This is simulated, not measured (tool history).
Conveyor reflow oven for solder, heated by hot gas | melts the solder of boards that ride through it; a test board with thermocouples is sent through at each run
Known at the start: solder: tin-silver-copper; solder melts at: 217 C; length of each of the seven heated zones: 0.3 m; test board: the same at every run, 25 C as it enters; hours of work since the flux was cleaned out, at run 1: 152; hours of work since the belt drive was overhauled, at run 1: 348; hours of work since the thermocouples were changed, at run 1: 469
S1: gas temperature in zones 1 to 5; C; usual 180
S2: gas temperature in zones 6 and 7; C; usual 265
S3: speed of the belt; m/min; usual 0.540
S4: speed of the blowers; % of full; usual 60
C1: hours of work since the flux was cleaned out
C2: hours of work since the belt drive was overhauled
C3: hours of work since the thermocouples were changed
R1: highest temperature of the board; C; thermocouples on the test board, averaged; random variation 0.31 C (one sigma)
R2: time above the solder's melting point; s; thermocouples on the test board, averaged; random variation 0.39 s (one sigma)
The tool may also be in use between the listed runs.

{"run": 1, "day": 0.0, "S1": 180, "S2": 265, "S3": 0.54, "S4": 60, "C1": 152, "C2": 348, "C3": 469, "R1": 249.9, "R2": 49.9}
{"run": 2, "day": 3.429, "S1": 172, "S2": 265, "S3": 0.54, "S4": 60, "C1": 204, "C2": 401, "C3": 522, "R1": 248.3, "R2": 46.5}
{"run": 3, "day": 6.45, "S1": 180, "S2": 265, "S3": 0.446, "S4": 60, "C1": 250, "C2": 447, "C3": 568, "R1": 256.0, "R2": 66.3}
{"day": 8.562, "done": "flux residue cleaned out of gas plates and filters"}
{"run": 4, "day": 8.562, "S1": 180, "S2": 265, "S3": 0.446, "S4": 60, "C1": 0, "C2": 476, "C3": 597, "R1": 255.1, "R2": 66.7}
{"day": 9.712, "done": "thermocouples of zones 6 and 7 changed"}
{"run": 5, "day": 10.7, "S1": 180, "S2": 265, "S3": 0.54, "S4": 60, "C1": 31, "C2": 507, "C3": 15, "R1": 248.3, "R2": 49.3}
{"day": 14.504, "done": "flux residue cleaned out of gas plates and filters, once more"}
{"run": 6, "day": 14.542, "S1": 180, "S2": 265, "S3": 0.54, "S4": 60, "C1": 1, "C2": 563, "C3": 71, "R1": 248.7, "R2": 50.4}
{"run": 7, "day": 16.854, "S1": 180, "S2": 265, "S3": 0.54, "S4": 60, "C1": 36, "C2": 598, "C3": 106, "R1": 248.9, "R2": 50.1}
{"run": 8, "day": 18.488, "S1": 180, "S2": 265, "S3": 0.54, "S4": 86, "C1": 61, "C2": 623, "C3": 131, "R1": 253.1, "R2": 53.8}
{"run": 9, "day": 22.258, "S1": 181, "S2": 257, "S3": 0.48, "S4": 56, "C1": 119, "C2": 681, "C3": 189, "R1": 244.6, "R2": 54.8}
{"run": 10, "day": 23.908, "S1": 181, "S2": 257, "S3": 0.48, "S4": 56, "C1": 144, "C2": 706, "C3": 214, "R1": 245.2, "R2": 54.4}
{"run": 11, "day": 27.217, "S1": 189, "S2": 278, "S3": 0.54, "S4": 60, "C1": 194, "C2": 757, "C3": 264, "R1": 262.2, "R2": 60.3}
{"run": 12, "day": 28.762, "S1": 189, "S2": 278, "S3": 0.54, "S4": 60, "C1": 218, "C2": 780, "C3": 288, "R1": 262.1, "R2": 60.8}
{"run": 13, "day": 30.929, "S1": 176, "S2": 256, "S3": 0.547, "S4": 66, "C1": 251, "C2": 813, "C3": 321, "R1": 241.7, "R2": 42.2}
{"day": 32.779, "done": "flux residue cleaned out of gas plates and filters"}
{"run": 14, "day": 34.704, "S1": 193, "S2": 277, "S3": 0.533, "S4": 70, "C1": 29, "C2": 868, "C3": 376, "R1": 264.8, "R2": 65.4}
{"run": 15, "day": 37.108, "S1": 193, "S2": 277, "S3": 0.533, "S4": 70, "C1": 66, "C2": 905, "C3": 413, "R1": 265.1, "R2": 65.5}

The same runs without the tool's hidden state, with the same run-to-run variation:
The hidden state here: heat that the gas passes to the board, % of a clean oven's; belt's true speed, % of the reading; true gas temperature in zones 6 and 7 over the reading, C; drift of the gauge itself on peak_c, C; drift of the gauge itself on liquid_s, %.
run=1 R1=248.5 R2=48.7
run=2 R1=247.0 R2=45.3
run=3 R1=254.4 R2=64.8
run=4 R1=253.8 R2=65.4
run=5 R1=249.3 R2=49.7
run=6 R1=248.1 R2=49.2
run=7 R1=248.3 R2=48.9
run=8 R1=252.6 R2=52.8
run=9 R1=244.0 R2=53.4
run=10 R1=244.6 R2=52.9
run=11 R1=261.6 R2=59.0
run=12 R1=261.5 R2=59.4
run=13 R1=241.2 R2=41.2
run=14 R1=263.1 R2=63.3
run=15 R1=263.4 R2=63.4
